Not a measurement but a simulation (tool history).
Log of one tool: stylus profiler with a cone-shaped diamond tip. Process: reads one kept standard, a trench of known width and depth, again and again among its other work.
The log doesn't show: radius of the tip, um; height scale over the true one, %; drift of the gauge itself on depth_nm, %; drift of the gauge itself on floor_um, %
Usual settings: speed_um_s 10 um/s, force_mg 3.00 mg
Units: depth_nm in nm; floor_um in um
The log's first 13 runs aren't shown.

run	hour	speed_um_s	force_mg	scans with this tip	hours of work since the height scale was calibrated	depth_nm	floor_um
14	1297.9	10	7.09	10186	119	204.25	27.72
15	1386.2	10	7.09	10828	188	204.12	27.73
16	1482.8	10	2.65	11532	264	201.67	27.64
# hour 1543.1: new tip fitted, height scale calibrated
17	1563.6	10	2.65	149	16	202.34	28.26
# hour 1697.1: height scale calibrated on a step standard, once more
18	1697.1	10	2.51	1117	0	202.54	28.14
19	1835.3	10	2.51	2124	108	202.52	28.14
20	1915.0	4	1.12	2704	170	201.24	28.09
21	2051.9	15	2.50	3701	277	202.22	28.06
22	2182.2	15	2.50	4650	379	202.32	28.02
23	2288.6	16	3.00	5425	462	202.43	27.94
24	2363.2	16	3.00	5967	520	202.51	27.91
25	2441.1	34	1.26	6535	581	201.15	27.71
26	2573.2	34	1.26	7497	684	201.07	27.68
27	2713.5	34	1.26	8519	793	201.07	27.66
28	2834.1	8	6.59	9397	887	203.75	27.80
29	2928.5	8	6.59	10084	961	203.86	27.75
30	3004.4	12	1.10	10637	1020	201.02	27.65

4 ways to go on from here, each from the tool as it stands after run 30. What would each give?
A	3083.9	6	1.14	11216	1082	?	?
B	3083.9	28	3.52	11216	1082	?	?
C	3083.9	10	4.30	11216	1082	?	?
D	3083.9	2	3.00	11216	1082	?	?

run	depth_nm	floor_um
A	200.86	27.72
B	202.36	27.74
C	202.81	27.72
D	201.93	27.76
Without the tool's hidden state the same runs would have given:
run	depth_nm	floor_um
A	201.42	28.24
B	202.92	28.26
C	203.37	28.24
D	202.49	28.27
